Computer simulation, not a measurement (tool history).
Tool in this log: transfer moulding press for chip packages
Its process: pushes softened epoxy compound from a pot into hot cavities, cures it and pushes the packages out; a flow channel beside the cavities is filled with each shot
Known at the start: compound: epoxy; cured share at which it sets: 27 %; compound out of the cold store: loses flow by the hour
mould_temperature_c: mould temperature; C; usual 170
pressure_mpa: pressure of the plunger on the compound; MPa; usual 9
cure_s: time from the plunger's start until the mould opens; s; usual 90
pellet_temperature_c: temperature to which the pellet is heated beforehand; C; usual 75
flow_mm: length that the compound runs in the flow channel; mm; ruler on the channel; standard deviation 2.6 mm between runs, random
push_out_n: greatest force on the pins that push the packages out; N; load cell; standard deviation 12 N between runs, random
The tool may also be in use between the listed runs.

| run | hour | mould_temperature_c | pressure_mpa | cure_s | pellet_temperature_c | incoming compound's hours out of the cold store | flow_mm | push_out_n |
|---|---|---|---|---|---|---|---|---|
| 1 | 0 | 170 | 9 | 90 | 75 | 28.7 | 475 | 905 |
| 2 | 11.8 | 170 | 9 | 90 | 75 | 44.8 | 432 | 961 |
|  | 26.5 | cavities cleaned with cleaning compound and waxed |
| 3 | 27.2 | 170 | 9 | 90 | 75 | 45 | 428 | 565 |
| 4 | 44.8 | 170 | 9 | 90 | 75 | 28.6 | 467 | 914 |
| 5 | 57.1 | 170 | 9 | 90 | 75 | 31.4 | 464 | 1043 |
|  | 68.9 | cavities cleaned with cleaning compound and waxed |
| 6 | 71.4 | 170 | 9 | 90 | 80 | 32.5 | 455 | 646 |
| 7 | 83.2 | 170 | 9 | 90 | 75 | 9.3 | 523 | 895 |
| 8 | 98.8 | 170 | 9 | 90 | 75 | 45.7 | 422 | 1008 |
|  | 111.4 | cavities cleaned with cleaning compound and waxed |
| 9 | 116.5 | 170 | 9 | 90 | 75 | 40.4 | 431 | 685 |
| 10 | 137 | 170 | 9 | 90 | 75 | 37.3 | 437 | 930 |
|  | 153.5 | cavities cleaned with cleaning compound and waxed |
| 11 | 156.6 | 170 | 9 | 90 | 75 | 19.2 | 484 | 652 |
| 12 | 173.1 | 170 | 8.33 | 90 | 75 | 42.5 | 398 | 890 |
|  | 176.5 | mould's thermocouples calibrated |
|  | 188.5 | plunger's sealing rings changed |
| 13 | 190.5 | 170 | 9 | 90 | 75 | 29.9 | 506 | 1023 |
|  | 200.9 | cavities cleaned with cleaning compound and waxed |
| 14 | 204.4 | 170 | 9 | 90 | 75 | 28.1 | 514 | 675 |
| 15 | 221 | 170 | 9 | 90 | 75 | 22 | 530 | 932 |
| 16 | 230.8 | 170 | 9.14 | 113 | 75 | 35.5 | 489 | 752 |
|  | 244 | cavities cleaned with cleaning compound and waxed |
| 17 | 246.8 | 172 | 9.14 | 78 | 71 | 18.6 | 538 | 789 |
|  | 264.7 | mould's thermocouples calibrated, once more |
| 18 | 264.9 | 169 | 7.98 | 123 | 77 | 17.8 | 507 | 682 |
| 19 | 276.1 | 163 | 7.84 | 99 | 77 | 15.6 | 524 | 1459 |
|  | 287.6 | cavities cleaned with cleaning compound and waxed |
| 20 | 297 | 163 | 7.84 | 99 | 76 | 34 | 471 | 1035 |
| 21 | 313.2 | 171 | 7.84 | 99 | 76 | 39.5 | 436 | 825 |
| 22 | 323.8 | 171 | 7.84 | 99 | 76 | 43.6 | 421 | 903 |
|  | 329.4 | cavities cleaned with cleaning compound and waxed |
| 23 | 339.2 | 170 | 9 | 90 | 75 | 28.2 | 494 | 777 |
| 24 | 352.7 | 170 | 9 | 84 | 68 | 29.4 | 491 | 1114 |
| 25 | 365.3 | 171 | 9 | 84 | 68 | 46.7 | 441 | 1160 |
|  | 372.4 | cavities cleaned with cleaning compound and waxed |
| 26 | 376 | 165 | 8.2 | 85 | 76 | 35.2 | 464 | 1083 |
| 27 | 386.6 | 165 | 8.79 | 90 | 68 | 28.2 | 495 | 1296 |
| 28 | 401.4 | 165 | 8.79 | 105 | 80 | 32.3 | 486 | 1059 |

Below are 4 alternative next runs, each starting from the tool's condition after run 28. Predict each:
|  | 413.8 | cavities cleaned with cleaning compound and waxed |
| A | 423.3 | 170 | 9 | 126 | 82 | 11.4 | ? | ? |
|  | 413.8 | cavities cleaned with cleaning compound and waxed |
| B | 423.3 | 165 | 10.98 | 105 | 80 | 20.4 | ? | ? |
|  | 413.8 | cavities cleaned with cleaning compound and waxed |
| C | 423.3 | 164 | 8.79 | 86 | 72 | 10.8 | ? | ? |
|  | 413.8 | cavities cleaned with cleaning compound and waxed |
| D | 423.3 | 170 | 8.86 | 90 | 75 | 11.7 | ? | ? |

| run | flow_mm | push_out_n |
|---|---|---|
| A | 540 | 558 |
| B | 581 | 826 |
| C | 559 | 1461 |
| D | 532 | 809 |
Had the tool no hidden state, the same runs would have come out as:
| run | flow_mm | push_out_n |
|---|---|---|
| A | 571 | 410 |
| B | 613 | 613 |
| C | 590 | 1086 |
| D | 562 | 601 |
